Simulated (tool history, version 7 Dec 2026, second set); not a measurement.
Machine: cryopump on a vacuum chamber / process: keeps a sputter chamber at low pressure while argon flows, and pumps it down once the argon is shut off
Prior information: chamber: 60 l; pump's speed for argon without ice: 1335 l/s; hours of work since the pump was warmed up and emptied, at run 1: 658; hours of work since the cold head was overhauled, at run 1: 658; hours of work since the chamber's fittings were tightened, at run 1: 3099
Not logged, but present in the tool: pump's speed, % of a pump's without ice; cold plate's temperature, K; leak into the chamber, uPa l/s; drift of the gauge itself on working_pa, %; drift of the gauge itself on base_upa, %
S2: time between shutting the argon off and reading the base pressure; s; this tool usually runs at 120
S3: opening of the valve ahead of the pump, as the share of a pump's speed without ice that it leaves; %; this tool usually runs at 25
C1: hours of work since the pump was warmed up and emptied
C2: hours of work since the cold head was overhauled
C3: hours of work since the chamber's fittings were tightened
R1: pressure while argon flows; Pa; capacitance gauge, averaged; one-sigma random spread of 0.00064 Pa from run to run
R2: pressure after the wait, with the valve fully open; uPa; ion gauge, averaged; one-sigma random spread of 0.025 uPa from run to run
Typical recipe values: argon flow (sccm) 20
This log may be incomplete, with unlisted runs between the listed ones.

run 1 hour=0.0 | argon_flow_(sccm)=20 S2=120 S3=25 | C1=658 C2=658 C3=3099 | R1=0.1099 R2=3.97
run 2 hour=26.7 | argon_flow_(sccm)=20 S2=120 S3=25 | C1=676 C2=676 C3=3117 | R1=0.1091 R2=3.99
run 3 hour=47.9 | argon_flow_(sccm)=20 S2=120 S3=25 | C1=690 C2=690 C3=3131 | R1=0.1094 R2=3.79
run 4 hour=67.8 | argon_flow_(sccm)=20 S2=120 S3=25 | C1=703 C2=703 C3=3144 | R1=0.1103 R2=3.94
run 5 hour=92.5 | argon_flow_(sccm)=20 S2=120 S3=42 | C1=719 C2=719 C3=3160 | R1=0.0688 R2=3.94
run 6 hour=115.9 | argon_flow_(sccm)=20 S2=120 S3=42 | C1=734 C2=734 C3=3175 | R1=0.0688 R2=3.98
run 7 hour=137.7 | argon_flow_(sccm)=20 S2=120 S3=42 | C1=748 C2=748 C3=3190 | R1=0.0694 R2=4.09
run 8 hour=150.1 | argon_flow_(sccm)=20 S2=120 S3=42 | C1=757 C2=757 C3=3198 | R1=0.0709 R2=4.00
run 9 hour=177.9 | argon_flow_(sccm)=20 S2=120 S3=48 | C1=775 C2=775 C3=3216 | R1=0.0631 R2=4.13
run 10 hour=199.1 | argon_flow_(sccm)=20 S2=120 S3=48 | C1=789 C2=789 C3=3230 | R1=0.0627 R2=4.16
run 11 hour=218.5 | argon_flow_(sccm)=30 S2=120 S3=48 | C1=801 C2=801 C3=3243 | R1=0.0947 R2=4.20
run 12 hour=247.7 | argon_flow_(sccm)=25 S2=120 S3=25 | C1=821 C2=821 C3=3262 | R1=0.1398 R2=4.18
run 13 hour=271.9 | argon_flow_(sccm)=25 S2=120 S3=25 | C1=836 C2=836 C3=3278 | R1=0.1392 R2=4.27
run 14 hour=288.4 | argon_flow_(sccm)=25 S2=120 S3=25 | C1=847 C2=847 C3=3289 | R1=0.1400 R2=4.21
run 15 hour=305.5 | argon_flow_(sccm)=25 S2=120 S3=25 | C1=858 C2=858 C3=3300 | R1=0.1405 R2=4.29
run 16 hour=330.0 | argon_flow_(sccm)=25 S2=120 S3=25 | C1=875 C2=875 C3=3316 | R1=0.1415 R2=4.41
run 17 hour=348.1 | argon_flow_(sccm)=25 S2=209 S3=25 | C1=886 C2=886 C3=3328 | R1=0.1405 R2=4.07
run 18 hour=361.4 | argon_flow_(sccm)=20 S2=85 S3=25 | C1=895 C2=895 C3=3336 | R1=0.1120 R2=4.62
run 19 hour=374.4 | argon_flow_(sccm)=38 S2=46 S3=51 | C1=904 C2=904 C3=3345 | R1=0.1169 R2=5.75
run 20 hour=395.2 | argon_flow_(sccm)=38 S2=46 S3=51 | C1=917 C2=917 C3=3359 | R1=0.1173 R2=5.58
run 21 hour=407.4 | argon_flow_(sccm)=38 S2=46 S3=51 | C1=925 C2=925 C3=3367 | R1=0.1169 R2=5.63
run 22 hour=431.6 | argon_flow_(sccm)=38 S2=46 S3=51 | C1=941 C2=941 C3=3382 | R1=0.1197 R2=5.77
run 23 hour=448.7 | argon_flow_(sccm)=35 S2=46 S3=33 | C1=952 C2=952 C3=3394 | R1=0.1557 R2=5.72
run 24 hour=476.7 | argon_flow_(sccm)=9 S2=24 S3=40 | C1=971 C2=971 C3=3412 | R1=0.0344 R2=7.47
run 25 hour=498.4 | argon_flow_(sccm)=8 S2=120 S3=25 | C1=985 C2=985 C3=3426 | R1=0.0462 R2=4.77
run 26 hour=521.5 | argon_flow_(sccm)=17 S2=153 S3=28 | C1=1000 C2=1000 C3=3441 | R1=0.0893 R2=4.59
run 27 hour=550.9 | argon_flow_(sccm)=23 S2=23 S3=25 | C1=1019 C2=1019 C3=3461 | R1=0.1329 R2=7.93
-- hour=566.7 pump warmed up, emptied and cooled again
run 28 hour=571.0 | argon_flow_(sccm)=23 S2=119 S3=48 | C1=3 C2=1029 C3=3471 | R1=0.0622 R2=3.48
run 29 hour=593.6 | argon_flow_(sccm)=9 S2=28 S3=35 | C1=18 C2=1044 C3=3485 | R1=0.0319 R2=5.89
run 30 hour=622.5 | argon_flow_(sccm)=20 S2=22 S3=35 | C1=37 C2=1063 C3=3504 | R1=0.0741 R2=6.74
run 31 hour=649.5 | argon_flow_(sccm)=32 S2=85 S3=16 | C1=54 C2=1081 C3=3522 | R1=0.2553 R2=3.87
run 32 hour=672.1 | argon_flow_(sccm)=20 S2=120 S3=22 | C1=69 C2=1096 C3=3537 | R1=0.1177 R2=3.50
run 33 hour=696.4 | argon_flow_(sccm)=16 S2=32 S3=52 | C1=85 C2=1112 C3=3553 | R1=0.0398 R2=5.54

Below are 5 alternative next runs, each starting from the tool's condition after run 33. Predict each:
run A hour=715.2 | argon_flow_(sccm)=16 S2=32 S3=28 | C1=97 C2=1124 C3=3565 | R1=? R2=?
run B hour=715.2 | argon_flow_(sccm)=15 S2=274 S3=25 | C1=97 C2=1124 C3=3565 | R1=? R2=?
run C hour=715.2 | argon_flow_(sccm)=12 S2=32 S3=52 | C1=97 C2=1124 C3=3565 | R1=? R2=?
run D hour=715.2 | argon_flow_(sccm)=22 S2=32 S3=32 | C1=97 C2=1124 C3=3565 | R1=? R2=?
run E hour=715.2 | argon_flow_(sccm)=37 S2=24 S3=19 | C1=97 C2=1124 C3=3565 | R1=? R2=?

run=A R1=0.0736 R2=5.61
run=B R1=0.0777 R2=3.17
run=C R1=0.0307 R2=5.41
run=D R1=0.0887 R2=5.63
run=E R1=0.2491 R2=6.45
With the hidden condition removed and each run's random variation left untouched, the same runs would have given:
run=A R1=0.0721 R2=2.96
run=B R1=0.0764 R2=0.53
run=C R1=0.0296 R2=2.85
run=D R1=0.0867 R2=2.96
run=E R1=0.2457 R2=3.82

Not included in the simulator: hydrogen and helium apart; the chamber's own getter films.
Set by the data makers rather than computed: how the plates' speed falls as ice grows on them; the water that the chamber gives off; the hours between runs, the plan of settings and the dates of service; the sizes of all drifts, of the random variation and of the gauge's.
